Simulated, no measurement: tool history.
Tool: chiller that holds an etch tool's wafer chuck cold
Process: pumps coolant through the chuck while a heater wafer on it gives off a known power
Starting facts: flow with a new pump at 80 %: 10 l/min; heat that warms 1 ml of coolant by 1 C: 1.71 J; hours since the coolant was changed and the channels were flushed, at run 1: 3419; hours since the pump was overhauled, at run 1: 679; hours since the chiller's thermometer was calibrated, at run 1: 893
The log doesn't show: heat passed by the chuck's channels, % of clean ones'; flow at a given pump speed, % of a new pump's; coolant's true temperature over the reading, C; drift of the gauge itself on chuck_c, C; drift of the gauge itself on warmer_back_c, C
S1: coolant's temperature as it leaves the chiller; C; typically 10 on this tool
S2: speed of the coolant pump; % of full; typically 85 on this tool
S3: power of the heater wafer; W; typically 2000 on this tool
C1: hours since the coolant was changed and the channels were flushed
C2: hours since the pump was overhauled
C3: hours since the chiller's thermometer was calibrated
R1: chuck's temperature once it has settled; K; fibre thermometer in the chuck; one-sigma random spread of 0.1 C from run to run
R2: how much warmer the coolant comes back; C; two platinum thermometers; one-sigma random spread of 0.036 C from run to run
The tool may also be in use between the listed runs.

Run 1, hour 0: usual settings; C1 3419; C2 679; C3 893. Result: R1 308.65 K, R2 6.66 C.
Run 2, hour 36.5: usual settings but S1 15 C; C1 3455; C2 716; C3 930. Result: R1 314.05 K, R2 6.68 C.
Run 3, hour 71.4: usual settings but S1 15 C; C1 3490; C2 751; C3 965. Result: R1 313.75 K, R2 6.69 C.
Run 4, hour 96.1: usual settings but S2 70 % of full; C1 3515; C2 776; C3 989. Result: R1 313.15 K, R2 7.95 C.
Run 5, hour 114.1: usual settings but S2 70 % of full; C1 3533; C2 794; C3 1007. Result: R1 313.15 K, R2 8.04 C.
Run 6, hour 140.3: usual settings but S2 70 % of full; C1 3559; C2 820; C3 1033. Result: R1 313.05 K, R2 8.05 C.
Run 7, hour 157.8: usual settings but S1 19 C, S2 70 % of full; C1 3576; C2 837; C3 1051. Result: R1 322.25 K, R2 8.06 C.
Run 8, hour 183.9: usual settings but S1 19 C, S2 70 % of full; C1 3602; C2 863; C3 1077. Result: R1 322.05 K, R2 7.95 C.
Run 9, hour 204.4: usual settings but S1 19 C, S2 70 % of full; C1 3623; C2 884; C3 1098. Result: R1 322.05 K, R2 8.03 C.
Run 10, hour 219.9: usual settings but S1 19 C, S2 70 % of full; C1 3638; C2 899; C3 1113. Result: R1 322.05 K, R2 8.05 C.
Run 11, hour 257.2: usual settings; C1 3676; C2 937; C3 1150. Result: R1 309.05 K, R2 6.65 C.
Run 12, hour 286.5: usual settings; C1 3705; C2 966; C3 1180. Result: R1 309.15 K, R2 6.67 C.
Run 13, hour 318.4: usual settings; C1 3737; C2 998; C3 1212. Result: R1 309.05 K, R2 6.62 C.
Run 14, hour 352.4: usual settings; C1 3771; C2 1032; C3 1246. Result: R1 309.15 K, R2 6.75 C.
Run 15, hour 384.9: usual settings; C1 3803; C2 1064; C3 1278. Result: R1 308.85 K, R2 6.7 C.
Run 16, hour 416: usual settings; C1 3835; C2 1096; C3 1309. Result: R1 308.95 K, R2 6.7 C.

The next listed run, before its measurement:
Run 17, hour 436.7: usual settings; C1 3855; C2 1116; C3 1330. Result: R1 ?, R2 ?.

R1: 308.95 K
R2: 6.76 C
On a tool with no hidden condition, and with the same random variation, this run would have come out at R1 306.75 K, R2 6.7 C.

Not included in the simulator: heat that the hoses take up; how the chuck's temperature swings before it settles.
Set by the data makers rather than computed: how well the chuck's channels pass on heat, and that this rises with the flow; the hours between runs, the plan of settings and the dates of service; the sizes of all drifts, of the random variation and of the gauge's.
